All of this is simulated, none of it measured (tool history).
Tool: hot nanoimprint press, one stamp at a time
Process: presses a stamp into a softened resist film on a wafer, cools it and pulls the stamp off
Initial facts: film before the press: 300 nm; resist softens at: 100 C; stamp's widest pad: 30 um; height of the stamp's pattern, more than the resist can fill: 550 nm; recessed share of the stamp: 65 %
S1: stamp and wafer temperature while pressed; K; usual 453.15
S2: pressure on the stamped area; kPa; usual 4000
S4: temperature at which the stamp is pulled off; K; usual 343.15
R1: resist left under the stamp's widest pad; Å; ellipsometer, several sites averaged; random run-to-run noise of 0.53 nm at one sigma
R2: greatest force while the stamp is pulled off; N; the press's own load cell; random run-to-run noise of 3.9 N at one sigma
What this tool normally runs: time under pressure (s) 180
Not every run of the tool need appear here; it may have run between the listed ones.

Run 1, hour 0.0: usual settings. Result: R1 1337 Å, R2 196 N.
Run 2, hour 14.0: usual settings. Result: R1 1347 Å, R2 187 N.
Run 3, hour 32.4: usual settings. Result: R1 1342 Å, R2 192 N.
At hour 54.9: plate thermocouple calibrated.
Run 4, hour 54.9: usual settings. Result: R1 1342 Å, R2 192 N.
At hour 70.8: stamp cleaned and given a new release coat.
Run 5, hour 83.7: usual settings. Result: R1 1345 Å, R2 185 N.
Run 6, hour 106.0: usual settings. Result: R1 1345 Å, R2 193 N.
Run 7, hour 128.7: usual settings but S4 348.15 K. Result: R1 1344 Å, R2 175 N.
Run 8, hour 149.3: usual settings but S4 348.15 K. Result: R1 1357 Å, R2 174 N.
Run 9, hour 169.5: usual settings but S4 348.15 K. Result: R1 1345 Å, R2 175 N.
Run 10, hour 185.7: usual settings. Result: R1 1361 Å, R2 191 N.
Run 11, hour 210.1: usual settings. Result: R1 1355 Å, R2 185 N.
Run 12, hour 235.1: usual settings. Result: R1 1355 Å, R2 182 N.
Run 13, hour 263.4: usual settings. Result: R1 1359 Å, R2 194 N.
Run 14, hour 281.6: usual settings but S2 2570 kPa. Result: R1 1668 Å, R2 195 N.
Run 15, hour 304.2: usual settings but S2 2570 kPa. Result: R1 1664 Å, R2 190 N.
Run 16, hour 324.9: usual settings but S1 449.15 K, time under pressure (s) 108. Result: R1 1822 Å, R2 190 N.
Run 17, hour 343.2: usual settings but S1 449.15 K, time under pressure (s) 108. Result: R1 1816 Å, R2 188 N.
At hour 354.0: stamp cleaned and given a new release coat.
Run 18, hour 365.6: usual settings but S1 449.15 K, time under pressure (s) 108. Result: R1 1809 Å, R2 190 N.
Run 19, hour 395.4: usual settings but S1 458.15 K, S2 3570 kPa, time under pressure (s) 108. Result: R1 1505 Å, R2 191 N.
Run 20, hour 408.6: usual settings but S1 458.15 K, S2 3570 kPa, time under pressure (s) 108. Result: R1 1495 Å, R2 185 N.
Run 21, hour 430.2: usual settings but S1 458.15 K, S2 3570 kPa, time under pressure (s) 108. Result: R1 1504 Å, R2 194 N.
At hour 431.5: gauge calibrated.
Run 22, hour 445.1: usual settings but S1 446.15 K, S2 3570 kPa, time under pressure (s) 144, S4 335.15 K. Result: R1 1866 Å, R2 216 N.
Run 23, hour 460.5: usual settings but S1 446.15 K, S2 3570 kPa, time under pressure (s) 144, S4 335.15 K. Result: R1 1865 Å, R2 209 N.
Run 24, hour 488.3: usual settings but S1 446.15 K, S2 3570 kPa, time under pressure (s) 215, S4 335.15 K. Result: R1 1646 Å, R2 209 N.
Run 25, hour 513.7: usual settings but S2 2860 kPa, time under pressure (s) 125, S4 328.15 K. Result: R1 1778 Å, R2 232 N.
Run 26, hour 539.8: usual settings but S1 464.15 K, S2 3810 kPa, time under pressure (s) 164, S4 332.15 K. Result: R1 1028 Å, R2 220 N.
Run 27, hour 554.6: usual settings but S1 464.15 K, S2 3810 kPa, time under pressure (s) 164, S4 332.15 K. Result: R1 1043 Å, R2 223 N.
Run 28, hour 580.5: usual settings but S1 465.15 K, S2 3050 kPa, time under pressure (s) 127, S4 328.15 K. Result: R1 1258 Å, R2 237 N.
Run 29, hour 599.2: usual settings but S1 465.15 K, S2 3050 kPa, time under pressure (s) 127, S4 328.15 K. Result: R1 1246 Å, R2 239 N.

Forecast each of these 5 alternatives for the next run:
Run A, hour 627.4: usual settings but S1 465.15 K, S2 3050 kPa, time under pressure (s) 255, S4 333.15 K. Result: R1 ?, R2 ?.
Run B, hour 627.4: usual settings but S1 451.15 K, S4 339.15 K. Result: R1 ?, R2 ?.
Run C, hour 627.4: usual settings but S1 446.15 K, S2 3050 kPa, time under pressure (s) 127, S4 329.15 K. Result: R1 ?, R2 ?.
Run D, hour 627.4: usual settings but S1 455.15 K, S2 6140 kPa. Result: R1 ?, R2 ?.
Run E, hour 627.4: usual settings but S1 465.15 K, S2 3100 kPa, time under pressure (s) 91, S4 334.15 K. Result: R1 ?, R2 ?.

run    R1   R2
  A   956  224
  B  1448  201
  C  2061  231
  D  1027  192
  E  1403  216
Without the tool's unlogged condition, the same runs would have read:
run    R1   R2
  A   945  222
  B  1431  200
  C  2038  230
  D  1014  190
  E  1387  215

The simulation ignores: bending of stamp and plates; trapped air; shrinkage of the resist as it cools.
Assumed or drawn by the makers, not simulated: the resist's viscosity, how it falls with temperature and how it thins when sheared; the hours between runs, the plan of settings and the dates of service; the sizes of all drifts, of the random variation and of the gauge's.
